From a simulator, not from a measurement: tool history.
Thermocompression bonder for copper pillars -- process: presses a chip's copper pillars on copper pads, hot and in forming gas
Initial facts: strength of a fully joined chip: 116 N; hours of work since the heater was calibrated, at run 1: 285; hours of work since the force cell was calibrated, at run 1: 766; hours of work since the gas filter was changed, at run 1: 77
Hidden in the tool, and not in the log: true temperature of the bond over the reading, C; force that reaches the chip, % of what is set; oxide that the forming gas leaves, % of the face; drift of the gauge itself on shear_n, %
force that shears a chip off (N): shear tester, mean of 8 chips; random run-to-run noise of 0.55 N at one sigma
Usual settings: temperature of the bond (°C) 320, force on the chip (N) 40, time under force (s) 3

run	day	temperature of the bond (°C)	force on the chip (N)	time under force (s)	hours of work since the heater was calibrated	hours of work since the force cell was calibrated	hours of work since the gas filter was changed	force that shears a chip off (N)
1	0.000	320	40	3	285	766	77	68.2
2	0.554	320	40	3	292	773	85	68.9
3	0.900	320	40	3	297	778	90	68.3
4	1.208	320	40	3	302	783	94	68.1
5	1.508	320	40	3	306	787	98	68.7
6	2.008	320	40	3	313	794	105	68.8
7	2.446	320	40	3	319	800	112	68.5
8	2.704	343	40	3	322	804	115	80.6
# day 2.833: force cell calibrated
9	3.138	298	40	3	328	4	120	55.5
10	3.596	298	40	3	334	11	127	56.2
11	3.942	298	40	3	339	15	132	55.2
12	4.242	298	40	3	343	20	136	55.9
13	4.554	298	57	3	347	24	140	69.7
# day 4.979: force cell calibrated, once more
14	4.979	298	57	3	353	0	145	65.5
15	5.375	320	40	3	358	6	151	64.9
16	5.775	320	40	3	364	11	156	63.9
17	6.200	334	40	3	370	17	162	71.5
18	6.533	320	40	3	374	22	167	64.1
19	6.846	320	40	3	379	26	171	63.1
20	7.308	312	40	2	385	33	178	51.3
21	7.550	312	40	2	388	36	181	50.6
22	7.812	312	40	5	392	40	185	70.3
23	8.146	312	40	2	397	44	189	51.7
24	8.454	320	25	2	401	49	194	38.0
25	8.996	311	41	6	409	56	201	73.3
26	9.238	311	41	6	412	60	205	72.2
27	9.596	332	45	5	417	65	210	85.0
28	10.021	296	40	3	423	70	216	49.7
29	10.467	311	56	3	429	77	222	71.0
30	10.812	311	56	3	434	82	227	71.7
31	11.129	311	56	3	438	86	231	72.0
32	11.462	320	24	5	443	91	236	52.1
# day 11.808: forming gas filter changed
33	12.042	320	24	2	451	98	3	39.6
34	12.367	320	27	2	455	103	8	42.2
35	12.900	345	25	4	463	110	15	65.6
36	13.367	309	40	7	469	117	22	77.6
37	13.875	309	40	7	477	124	29	77.1

Subtracting, for every run, the result it would have given without the tool's unlogged condition from the measured result gives the following. The same run-to-run variation enters both numbers; the gauge's scatter may not:
run	force that shears a chip off (N)
1	+0.8
2	+0.7
3	+0.5
4	+0.5
5	+0.4
6	+0.3
7	+0.2
8	-0.3
9	+0.6
10	+0.6
11	+0.4
12	+0.4
13	-0.1
14	-4.3
15	-4.1
16	-4.1
17	-4.6
18	-4.3
19	-4.4
20	-3.8
21	-3.9
22	-5.1
23	-4.1
24	-3.1
25	-5.6
26	-5.5
27	-6.1
28	-4.4
29	-5.7
30	-5.9
31	-6.1
32	-4.7
33	-1.2
34	-1.4
35	-1.6
36	-2.1
37	-2.3

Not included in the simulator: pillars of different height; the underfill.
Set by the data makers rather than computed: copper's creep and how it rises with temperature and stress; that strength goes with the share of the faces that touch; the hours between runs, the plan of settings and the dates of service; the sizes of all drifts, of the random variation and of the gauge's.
